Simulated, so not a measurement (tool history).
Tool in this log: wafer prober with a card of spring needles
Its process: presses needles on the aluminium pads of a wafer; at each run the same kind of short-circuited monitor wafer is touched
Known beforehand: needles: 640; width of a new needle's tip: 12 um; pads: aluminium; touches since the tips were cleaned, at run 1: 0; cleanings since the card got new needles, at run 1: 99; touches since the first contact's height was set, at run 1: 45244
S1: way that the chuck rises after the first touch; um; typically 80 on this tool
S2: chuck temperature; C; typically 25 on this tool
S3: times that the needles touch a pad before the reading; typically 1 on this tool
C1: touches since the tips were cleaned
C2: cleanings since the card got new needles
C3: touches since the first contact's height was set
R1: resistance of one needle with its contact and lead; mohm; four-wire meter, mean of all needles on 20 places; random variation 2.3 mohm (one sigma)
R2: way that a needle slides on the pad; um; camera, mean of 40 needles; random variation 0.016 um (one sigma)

run     day  S1   S2  S3    C1   C2     C3   R1     R2
  1   0.000  80   25   1     0   99  45244  259  14.00
      0.908  -- tips cleaned on abrasive film
      1.862  -- tips cleaned on abrasive film
  2   1.946  80   25   1   747  101  62781  265  13.91
      2.704  -- tips cleaned on abrasive film
  3   3.258  80   25   1  5008  102  74594  283  13.92
      3.617  -- tips cleaned on abrasive film
      4.579  -- tips cleaned on abrasive film
  4   5.275  80   25   2  6295  104  92776  276  13.89
      5.450  -- tips cleaned on abrasive film
      5.462  -- height of the first contact set anew
      6.433  -- tips cleaned on abrasive film
      7.362  -- tips cleaned on abrasive film
  5   7.496  80   25   2  1206  107  18322  266  14.03
      8.362  -- tips cleaned on abrasive film
      9.296  -- tips cleaned on abrasive film
  6  10.054  80   25   2  6876  109  41394  275  14.02
     10.267  -- tips cleaned on abrasive film
     11.108  -- tips cleaned on abrasive film
  7  11.829  80   25   1  6548  111  57379  285  13.95
     12.042  -- tips cleaned on abrasive film
     12.879  -- tips cleaned on abrasive film
     13.758  -- tips cleaned on abrasive film
  8  13.758  80   25   1     0  114  74702  258  13.92
     14.608  -- tips cleaned on abrasive film
     15.525  -- tips cleaned on abrasive film
     15.912  -- height of the first contact set anew
  9  16.029  70   25   1  4443  116   1068  289  12.35
     16.483  -- tips cleaned on abrasive film
 10  17.179  79   25   1  6294  117  11422  289  13.89
     17.358  -- tips cleaned on abrasive film
     18.300  -- tips cleaned on abrasive film
     19.271  -- tips cleaned on abrasive film
 11  19.654  80   53   1  3487  120  33715  287  14.01
     20.175  -- tips cleaned on abrasive film
     21.033  -- tips cleaned on abrasive film
 12  21.479  80   53   1  4048  122  50157  289  13.99
     21.900  -- tips cleaned on abrasive film
     22.792  -- tips cleaned on abrasive film
 13  22.888  80   53   1   855  124  62794  276  13.95
     23.650  -- tips cleaned on abrasive film
 14  24.050  80   53   1  3633  125  73298  288  13.92
     24.558  -- tips cleaned on abrasive film
     25.508  -- tips cleaned on abrasive film
 15  25.775  80  102   3  2405  127  88812  287  13.92
     26.346  -- height of the first contact set anew
     26.483  -- tips cleaned on abrasive film
     27.467  -- tips cleaned on abrasive film
 16  27.688  61   25   1  1987  129  12041  288  10.71
     28.417  -- tips cleaned on abrasive film
     29.396  -- tips cleaned on abrasive film
 17  29.796  80   25   1  3600  131  31035  282  14.00
     30.312  -- tips cleaned on abrasive film
     31.196  -- tips cleaned on abrasive film
     32.104  -- tips cleaned on abrasive film
 18  32.129  80   25   1   192  134  52023  257  13.96
     33.008  -- tips cleaned on abrasive film
     33.983  -- tips cleaned on abrasive film
 19  34.696  79   25   3  6438  136  75192  267  13.77
     34.917  -- tips cleaned on abrasive film
     35.862  -- tips cleaned on abrasive film
 20  36.575  79   25   3  6443  138  92124  269  13.73
     36.788  -- tips cleaned on abrasive film
     36.800  -- height of the first contact set anew
     37.725  -- tips cleaned on abrasive film
     38.579  -- tips cleaned on abrasive film
 21  38.617  80   90   2   323  141  16353  279  14.04
     39.517  -- tips cleaned on abrasive film
     40.408  -- tips cleaned on abrasive film
 22  40.408  74  104   2     0  143  32521  279  12.94
     41.392  -- tips cleaned on abrasive film
     42.312  -- tips cleaned on abrasive film
 23  42.688  85   25   1  3387  145  53036  281  14.87
     43.221  -- tips cleaned on abrasive film
     44.083  -- tips cleaned on abrasive film
 24  44.504  89   94   1  3815  147  69417  294  15.52
     45.071  -- tips cleaned on abrasive film
     46.062  -- tips cleaned on abrasive film
     46.954  -- tips cleaned on abrasive film
 25  46.954  89   94   2     0  150  91441  282  15.45
     47.304  -- height of the first contact set anew
     47.825  -- tips cleaned on abrasive film
 26  48.208  80   34   2  3458  151   8126  272  14.08
     48.712  -- tips cleaned on abrasive film
     49.662  -- tips cleaned on abrasive film
 27  50.371  89  115   2  6406  153  27620  298  15.63
     50.583  -- tips cleaned on abrasive film
     51.479  -- tips cleaned on abrasive film
 28  52.192  89   36   2  6442  155  44000  275  15.57

Forecast each of these 3 alternatives for the next run:
     52.400  -- tips cleaned on abrasive film
     53.350  -- tips cleaned on abrasive film
     54.262  -- tips cleaned on abrasive film
  A  54.633  86   77   2  3373  158  65995   ?   ?
     52.400  -- tips cleaned on abrasive film
     53.350  -- tips cleaned on abrasive film
     54.262  -- tips cleaned on abrasive film
  B  54.633  89  112   3  3373  158  65995   ?   ?
     52.400  -- tips cleaned on abrasive film
     53.350  -- tips cleaned on abrasive film
     54.262  -- tips cleaned on abrasive film
  C  54.633  64   25   2  3373  158  65995   ?   ?

run   R1     R2
  A  284  15.02
  B  285  15.52
  C  285  11.15
Stripped of hidden state, with their random variation kept, the same runs would have yielded:
run   R1     R2
  A  273  15.16
  B  282  15.66
  C  260  11.29
